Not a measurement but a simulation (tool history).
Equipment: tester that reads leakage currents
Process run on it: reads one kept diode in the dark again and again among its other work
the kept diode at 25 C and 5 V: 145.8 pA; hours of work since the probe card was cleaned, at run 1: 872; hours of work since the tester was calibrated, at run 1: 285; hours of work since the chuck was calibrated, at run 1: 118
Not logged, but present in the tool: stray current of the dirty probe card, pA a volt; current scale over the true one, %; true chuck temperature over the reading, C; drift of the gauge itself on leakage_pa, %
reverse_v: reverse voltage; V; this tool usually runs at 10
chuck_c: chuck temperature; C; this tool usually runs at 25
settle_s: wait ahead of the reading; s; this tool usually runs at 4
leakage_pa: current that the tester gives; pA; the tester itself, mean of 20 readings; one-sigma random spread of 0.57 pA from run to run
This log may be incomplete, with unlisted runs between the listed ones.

run   hour  reverse_v  chuck_c  settle_s  hours of work since the probe card was cleaned  hours of work since the tester was calibrated  hours of work since the chuck was calibrated  leakage_pa
  1      0         10       25         4                                             872                                            285                                           118      189.24
  2   40.1         10       25         4                                             896                                            309                                           143      188.57
  3   74.5         10       25         4                                             917                                            330                                           164      189.04
  4  135.1         10       25      0.77                                             954                                            367                                           201       192.1
  5  160.8         10       25         4                                             970                                            383                                           216      190.74
  6  219.1         10       25         4                                            1005                                            418                                           252      189.46
  7    250         10       24         4                                            1024                                            437                                           270      175.97
  8  281.3         10       24      3.01                                            1043                                            456                                           289       175.3
  9  340.8         10       24      3.01                                            1079                                            492                                           326      175.44
 10  366.2        9.4       25      1.69                                            1095                                            508                                           341      186.38
 11  410.3        9.4       25      1.69                                            1122                                            534                                           368       185.6
 12  464.7        4.5       25      1.69                                            1155                                            568                                           401      140.81
 13  516.6         10       36         4                                            1186                                            599                                           433      442.37
 14  572.1         10       25      6.48                                            1220                                            633                                           466       188.2
 15  603.7         10       25      6.48                                            1239                                            652                                           486      190.39

Predict each of these 3 candidate next runs independently; none follows another, all start after run 15:
  A  644.8         10       25      5.86                                            1264                                            677                                           511           ?
  B  644.8         10       25      8.38                                            1264                                            677                                           511           ?
  C  644.8         10       44      4.64                                            1264                                            677                                           511           ?

run  leakage_pa
  A      189.16
  B      188.83
  C      789.58
Without the tool's unlogged condition, the same runs would have read:
run  leakage_pa
  A      189.17
  B      188.83
  C       789.9
